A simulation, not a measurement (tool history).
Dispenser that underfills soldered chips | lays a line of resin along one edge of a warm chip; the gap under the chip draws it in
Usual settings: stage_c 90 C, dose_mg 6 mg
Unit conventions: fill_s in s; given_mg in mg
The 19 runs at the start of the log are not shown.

Run 20, hour 85.4: usual settings but stage_c 85 C. Result: fill_s 15 s, given_mg 5.965 mg.
At hour 88.6: new syringe of resin.
Run 21, hour 88.6: usual settings but stage_c 85 C. Result: fill_s 13.4 s, given_mg 5.965 mg.
Run 22, hour 92.6: usual settings but stage_c 80 C, dose_mg 7.54 mg. Result: fill_s 19.4 s, given_mg 7.486 mg.
At hour 96.7: new syringe of resin.
Run 23, hour 99: usual settings but stage_c 105 C, dose_mg 5.27 mg. Result: fill_s 5.7 s, given_mg 5.237 mg.
Run 24, hour 102.7: usual settings but stage_c 83 C, dose_mg 5.64 mg. Result: fill_s 17.7 s, given_mg 5.578 mg.
At hour 104.8: new syringe of resin.
Run 25, hour 106.5: usual settings but stage_c 83 C, dose_mg 5.64 mg. Result: fill_s 15.9 s, given_mg 5.571 mg.
At hour 112.6: new syringe of resin.
Run 26, hour 112.6: usual settings but stage_c 83 C, dose_mg 5.64 mg. Result: fill_s 15.1 s, given_mg 5.556 mg.
Run 27, hour 115.9: usual settings but stage_c 104 C, dose_mg 5.25 mg. Result: fill_s 6 s, given_mg 5.171 mg.
Run 28, hour 119.2: usual settings but stage_c 103 C, dose_mg 7.38 mg. Result: fill_s 7.1 s, given_mg 7.258 mg.
At hour 120.8: new syringe of resin.
Run 29, hour 123.8: usual settings but stage_c 100 C, dose_mg 5.28 mg. Result: fill_s 7.2 s, given_mg 5.2 mg.
At hour 128.8: new syringe of resin.
Run 30, hour 129.6: usual settings but stage_c 96 C, dose_mg 7 mg. Result: fill_s 7.9 s, given_mg 6.859 mg.
Run 31, hour 132.1: usual settings but stage_c 92 C, dose_mg 5.81 mg. Result: fill_s 10.7 s, given_mg 5.697 mg.
Run 32, hour 136.1: usual settings but stage_c 98 C, dose_mg 6.58 mg. Result: fill_s 8.6 s, given_mg 6.434 mg.
At hour 136.8: new syringe of resin.
Run 33, hour 141.1: usual settings but dose_mg 6.48 mg. Result: fill_s 11.8 s, given_mg 6.324 mg.
At hour 145: dispensing valve cleaned and set on the balance.
At hour 145.8: new syringe of resin.
Run 34, hour 146.2: usual settings but dose_mg 6.48 mg. Result: fill_s 10.6 s, given_mg 6.487 mg.

Predict each of these 3 candidate next runs independently; none follows another, all start after run 34:
Run A, hour 149.4: usual settings but stage_c 104 C, dose_mg 6.21 mg. Result: fill_s ?, given_mg ?.
Run B, hour 149.4: usual settings but stage_c 100 C. Result: fill_s ?, given_mg ?.
Run C, hour 149.4: usual settings but stage_c 83 C, dose_mg 7.03 mg. Result: fill_s ?, given_mg ?.

run  fill_s  given_mg
  A     6.1     6.212
  B     7.6     5.991
  C    16.4     7.014
Had the tool no hidden state, the same runs would have come out as:
run  fill_s  given_mg
  A       5     6.217
  B     6.3     5.996
  C    13.5     7.021
